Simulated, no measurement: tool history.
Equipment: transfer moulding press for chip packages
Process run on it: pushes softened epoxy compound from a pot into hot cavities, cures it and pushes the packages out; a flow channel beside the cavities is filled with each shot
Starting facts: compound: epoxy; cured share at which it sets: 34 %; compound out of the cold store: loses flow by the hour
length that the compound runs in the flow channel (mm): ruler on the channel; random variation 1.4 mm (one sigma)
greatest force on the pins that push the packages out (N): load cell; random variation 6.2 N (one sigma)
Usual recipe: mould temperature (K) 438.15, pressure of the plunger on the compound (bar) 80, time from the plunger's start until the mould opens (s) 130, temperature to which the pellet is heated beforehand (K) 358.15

| run | day | mould temperature (K) | pressure of the plunger on the compound (bar) | time from the plunger's start until the mould opens (s) | temperature to which the pellet is heated beforehand (K) | incoming compound's hours out of the cold store | length that the compound runs in the flow channel (mm) | greatest force on the pins that push the packages out (N) |
|---|---|---|---|---|---|---|---|---|
| 1 | 0 | 438.15 | 80 | 130 | 358.15 | 17.9 | 644 | 238 |
| 2 | 1.738 | 438.15 | 80 | 130 | 358.15 | 13 | 661 | 238 |
|  | 2.15 | cavities cleaned with cleaning compound and waxed |
| 3 | 3.717 | 438.15 | 80 | 130 | 358.15 | 36.8 | 585 | 237 |
|  | 5.05 | cavities cleaned with cleaning compound and waxed |
| 4 | 5.346 | 438.15 | 80 | 130 | 354.15 | 8.2 | 680 | 245 |
| 5 | 7.033 | 438.15 | 80 | 130 | 358.15 | 12.9 | 660 | 253 |
|  | 7.904 | cavities cleaned with cleaning compound and waxed |
| 6 | 8.15 | 438.15 | 80 | 130 | 358.15 | 10 | 673 | 252 |
| 7 | 9.633 | 438.15 | 80 | 130 | 351.15 | 21.3 | 632 | 245 |
|  | 10.829 | cavities cleaned with cleaning compound and waxed |
| 8 | 10.883 | 438.15 | 80 | 130 | 351.15 | 46.6 | 555 | 229 |
| 9 | 12.267 | 438.15 | 75 | 130 | 358.15 | 28.2 | 590 | 232 |
|  | 13.708 | cavities cleaned with cleaning compound and waxed |
| 10 | 13.95 | 438.15 | 75 | 130 | 358.15 | 8.4 | 654 | 257 |
| 11 | 15.271 | 442.15 | 75 | 165 | 352.15 | 39.9 | 548 | 185 |
|  | 16.65 | cavities cleaned with cleaning compound and waxed |
| 12 | 17.188 | 442.15 | 75 | 165 | 352.15 | 32.6 | 570 | 183 |
| 13 | 19.038 | 438.15 | 80 | 121 | 366.15 | 13.8 | 658 | 286 |
|  | 19.554 | cavities cleaned with cleaning compound and waxed |
| 14 | 20.938 | 438.15 | 80 | 121 | 366.15 | 30.2 | 604 | 276 |
| 15 | 22.267 | 444.15 | 80 | 130 | 354.15 | 30.3 | 593 | 198 |
|  | 22.438 | cavities cleaned with cleaning compound and waxed |
| 16 | 24.196 | 445.15 | 60.9 | 161 | 358.15 | 33.9 | 506 | 182 |
|  | 25.283 | cavities cleaned with cleaning compound and waxed |
| 17 | 26.104 | 442.15 | 60.9 | 161 | 358.15 | 44.4 | 482 | 175 |

Here are 3 independent what-if runs from the current tool condition. What would each one return?
|  | 26.654 | plunger's sealing rings changed |
| A | 27.142 | 442.15 | 84 | 150 | 358.15 | 44.8 | ? | ? |
|  | 26.654 | plunger's sealing rings changed |
| B | 27.142 | 442.15 | 74 | 158 | 365.15 | 45.4 | ? | ? |
|  | 26.654 | plunger's sealing rings changed |
| C | 27.142 | 431.15 | 80 | 130 | 358.15 | 33.7 | ? | ? |

| run | length that the compound runs in the flow channel (mm) | greatest force on the pins that push the packages out (N) |
|---|---|---|
| A | 568 | 184 |
| B | 530 | 188 |
| C | 602 | 362 |
Had the tool no hidden state, the same runs would have come out as:
| run | length that the compound runs in the flow channel (mm) | greatest force on the pins that push the packages out (N) |
|---|---|---|
| A | 568 | 182 |
| B | 530 | 186 |
| C | 602 | 358 |
